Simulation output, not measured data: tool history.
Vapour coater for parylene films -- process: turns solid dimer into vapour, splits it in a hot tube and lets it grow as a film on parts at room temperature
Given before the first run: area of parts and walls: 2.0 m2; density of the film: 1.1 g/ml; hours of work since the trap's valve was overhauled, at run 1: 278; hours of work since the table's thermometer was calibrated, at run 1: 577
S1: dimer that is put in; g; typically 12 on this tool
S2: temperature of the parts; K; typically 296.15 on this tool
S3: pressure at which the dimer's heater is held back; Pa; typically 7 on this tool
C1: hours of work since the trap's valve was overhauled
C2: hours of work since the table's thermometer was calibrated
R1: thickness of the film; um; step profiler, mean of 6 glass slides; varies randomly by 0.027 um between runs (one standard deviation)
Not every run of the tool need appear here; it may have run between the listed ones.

run 1 hour=0 | S1=12 S2=296.15 S3=7 | C1=278 C2=577 | R1=2.75
run 2 hour=15.1 | S1=12 S2=296.15 S3=7 | C1=291 C2=589 | R1=2.72
run 3 hour=40.4 | S1=12 S2=296.15 S3=7 | C1=312 C2=611 | R1=2.75
run 4 hour=54.8 | S1=12 S2=296.15 S3=7 | C1=325 C2=624 | R1=2.78
-- hour=63 trap's valve overhauled
run 5 hour=70.4 | S1=12 S2=296.15 S3=7 | C1=6 C2=634 | R1=2.78
run 6 hour=88.2 | S1=19 S2=289.15 S3=7.03 | C1=22 C2=649 | R1=5.13
run 7 hour=109 | S1=11 S2=296.15 S3=7 | C1=40 C2=667 | R1=2.55
run 8 hour=134.5 | S1=7 S2=301.15 S3=8.71 | C1=61 C2=689 | R1=1.38
run 9 hour=158.3 | S1=11 S2=294.15 S3=6.43 | C1=82 C2=709 | R1=2.67
run 10 hour=170.1 | S1=8 S2=296.15 S3=2.41 | C1=92 C2=719 | R1=2.02

Below are 5 alternative next runs, each starting from the tool's condition after run 10. Predict each:
run A hour=191 | S1=19 S2=296.15 S3=2.41 | C1=110 C2=737 | R1=?
run B hour=191 | S1=12 S2=289.15 S3=2.42 | C1=110 C2=737 | R1=?
run C hour=191 | S1=22 S2=306.15 S3=3.97 | C1=110 C2=737 | R1=?
run D hour=191 | S1=9 S2=296.15 S3=3.23 | C1=110 C2=737 | R1=?
run E hour=191 | S1=7 S2=296.15 S3=7 | C1=110 C2=737 | R1=?

run=A R1=4.77
run=B R1=3.63
run=C R1=4.14
run=D R1=2.2
run=E R1=1.6
With no hidden state in the tool, these same runs would have given:
run=A R1=4.78
run=B R1=3.64
run=C R1=4.14
run=D R1=2.21
run=E R1=1.6
